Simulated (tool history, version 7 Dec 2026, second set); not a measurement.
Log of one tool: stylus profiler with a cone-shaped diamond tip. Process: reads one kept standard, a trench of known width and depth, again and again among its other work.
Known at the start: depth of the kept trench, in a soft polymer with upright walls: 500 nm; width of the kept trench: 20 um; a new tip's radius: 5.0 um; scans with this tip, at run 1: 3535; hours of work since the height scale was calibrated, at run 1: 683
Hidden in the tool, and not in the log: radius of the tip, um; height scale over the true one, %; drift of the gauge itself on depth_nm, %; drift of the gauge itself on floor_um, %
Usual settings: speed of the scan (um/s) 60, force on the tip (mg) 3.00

run,hour,speed of the scan (um/s),force on the tip (mg),scans with this tip,hours of work since the height scale was calibrated,depth of the trench (Å),width of the trench's floor (nm)
1,0.0,60,3.00,3535,683,5044.6,15280
2,23.8,60,3.00,3593,694,5046.6,15310
3,46.1,60,3.00,3647,705,5045.1,15290
4,62.4,27,3.00,3687,712,5045.9,15490
5,97.9,27,3.00,3773,729,5045.5,15460
6,119.1,27,3.00,3824,739,5045.6,15430
7,148.9,27,3.00,3897,753,5047.0,15470
8,172.0,60,2.67,3953,764,5039.8,15260
9,203.7,60,6.10,4030,779,5071.6,15440
10,226.1,75,6.10,4084,789,5072.3,15360
11,242.7,75,6.10,4125,797,5072.7,15340
12,260.0,75,6.10,4167,805,5071.5,15350
13,287.6,75,6.10,4234,818,5073.5,15360
14,307.4,75,6.10,4282,827,5070.5,15290
15,341.9,75,6.10,4365,843,5069.5,15350
16,375.7,136,3.00,4448,859,5044.7,14860
17,405.0,60,3.00,4519,873,5046.5,15260
18,438.6,60,3.00,4600,889,5043.5,15270
19,459.0,60,3.00,4650,898,5047.4,15290
20,483.7,60,6.72,4710,910,5078.6,15400
21,509.8,60,6.72,4773,922,5078.1,15430
22,537.5,60,3.41,4840,935,5050.2,15300
23,571.3,60,3.41,4923,951,5049.1,15280
24,605.4,60,3.41,5005,967,5051.4,15310
25,632.4,161,1.36,5071,980,5028.2,14280
26,662.3,62,7.35,5144,994,5083.1,15430
27,684.2,62,7.35,5197,1004,5083.5,15380
28,707.3,29,5.95,5253,1015,5071.6,15500
29,730.8,24,1.51,5310,1026,5029.0,15410
30,761.1,27,2.17,5384,1040,5037.6,15500
31,794.5,27,2.17,5465,1056,5034.7,15470
32,812.8,71,1.52,5509,1064,5028.9,15060
33,847.7,75,1.08,5594,1081,5021.1,14950
34,883.9,75,1.08,5682,1098,5022.5,14880
35,905.8,75,1.08,5735,1108,5022.5,14950
36,942.0,79,1.82,5823,1125,5031.0,15040
37,957.2,27,1.67,5860,1132,5029.3,15460
38,987.4,181,1.91,5933,1146,5033.2,14340
39,1011.0,181,1.91,5990,1157,5034.1,14340
40,1047.2,60,6.80,6078,1174,5075.7,15420
41,1074.1,117,1.01,6144,1187,5018.5,14440
42,1105.7,87,3.00,6221,1202,5045.5,15110
43,1142.0,87,3.00,6309,1219,5042.3,15120
44,1173.2,23,1.19,6384,1233,5024.2,15480
45,1193.9,23,1.19,6435,1243,5024.4,15430
46,1228.4,232,1.82,6518,1259,5030.7,13930
47,1256.6,29,4.02,6587,1273,5052.6,15470

3 ways to go on from here, each from the tool as it stands after run 47. What would each give?
A,1282.3,29,3.20,6649,1285,?,?
B,1282.3,159,4.62,6649,1285,?,?
C,1282.3,114,8.82,6649,1285,?,?

run,depth of the trench (Å),width of the trench's floor (nm)
A,5045.7,15500
B,5061.3,14870
C,5093.6,15260
Without the tool's hidden state the same runs would have given:
run,depth of the trench (Å),width of the trench's floor (nm)
A,5045.9,15500
B,5061.5,14880
C,5093.8,15270
